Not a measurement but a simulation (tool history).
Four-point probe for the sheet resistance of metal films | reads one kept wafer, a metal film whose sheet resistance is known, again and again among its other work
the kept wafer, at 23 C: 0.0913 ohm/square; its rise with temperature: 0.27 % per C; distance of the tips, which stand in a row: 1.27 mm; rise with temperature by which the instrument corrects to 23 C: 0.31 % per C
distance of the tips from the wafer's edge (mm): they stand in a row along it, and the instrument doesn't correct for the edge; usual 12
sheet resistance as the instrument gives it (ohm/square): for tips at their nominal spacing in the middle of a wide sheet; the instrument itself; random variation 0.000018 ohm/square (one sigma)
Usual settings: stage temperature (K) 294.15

| run | hour | stage temperature (K) | distance of the tips from the wafer's edge (mm) | sheet resistance as the instrument gives it (ohm/square) |
|---|---|---|---|---|
| 1 | 0.0 | 294.15 | 12 | 0.092082 |
| 2 | 37.4 | 299.15 | 12 | 0.091878 |
| 3 | 84.4 | 294.15 | 12 | 0.092084 |
| 4 | 113.9 | 294.15 | 3 | 0.099510 |
| 5 | 155.7 | 294.15 | 3 | 0.099499 |
| 6 | 177.4 | 305.15 | 12 | 0.091636 |
| 7 | 198.9 | 305.15 | 12 | 0.091644 |
| 8 | 232.4 | 294.15 | 12 | 0.092034 |
| 9 | 277.8 | 294.15 | 12 | 0.092025 |
| 10 | 320.0 | 294.15 | 37 | 0.091537 |
| 11 | 348.3 | 294.15 | 37 | 0.091522 |
| 12 | 392.0 | 305.15 | 11 | 0.091701 |
|  | 395.2 | stage's thermometer calibrated |
| 13 | 422.8 | 294.15 | 8 | 0.092695 |
| 14 | 466.9 | 294.15 | 8 | 0.092669 |
| 15 | 510.7 | 294.15 | 8 | 0.092638 |
| 16 | 550.2 | 293.15 | 30 | 0.091552 |
|  | 581.1 | stage's thermometer calibrated, once more |
| 17 | 587.5 | 293.15 | 30 | 0.091698 |
| 18 | 617.9 | 294.15 | 12 | 0.092088 |
| 19 | 665.4 | 294.15 | 39 | 0.091576 |
| 20 | 707.8 | 303.15 | 3 | 0.099137 |
| 21 | 741.9 | 301.15 | 3 | 0.099186 |

5 ways to go on from here, each from the tool as it stands after run 21. What would each give?
| A | 767.5 | 298.15 | 26 | ? |
| B | 767.5 | 302.15 | 49 | ? |
| C | 767.5 | 301.15 | 34 | ? |
| D | 767.5 | 291.15 | 12 | ? |
| E | 767.5 | 294.15 | 12 | ? |

| run | sheet resistance as the instrument gives it (ohm/square) |
|---|---|
| A | 0.091496 |
| B | 0.091242 |
| C | 0.091312 |
| D | 0.092147 |
| E | 0.092047 |
Without the tool's hidden state the same runs would have given:
| run | sheet resistance as the instrument gives it (ohm/square) |
|---|---|
| A | 0.091365 |
| B | 0.091111 |
| C | 0.091181 |
| D | 0.092014 |
| E | 0.091915 |

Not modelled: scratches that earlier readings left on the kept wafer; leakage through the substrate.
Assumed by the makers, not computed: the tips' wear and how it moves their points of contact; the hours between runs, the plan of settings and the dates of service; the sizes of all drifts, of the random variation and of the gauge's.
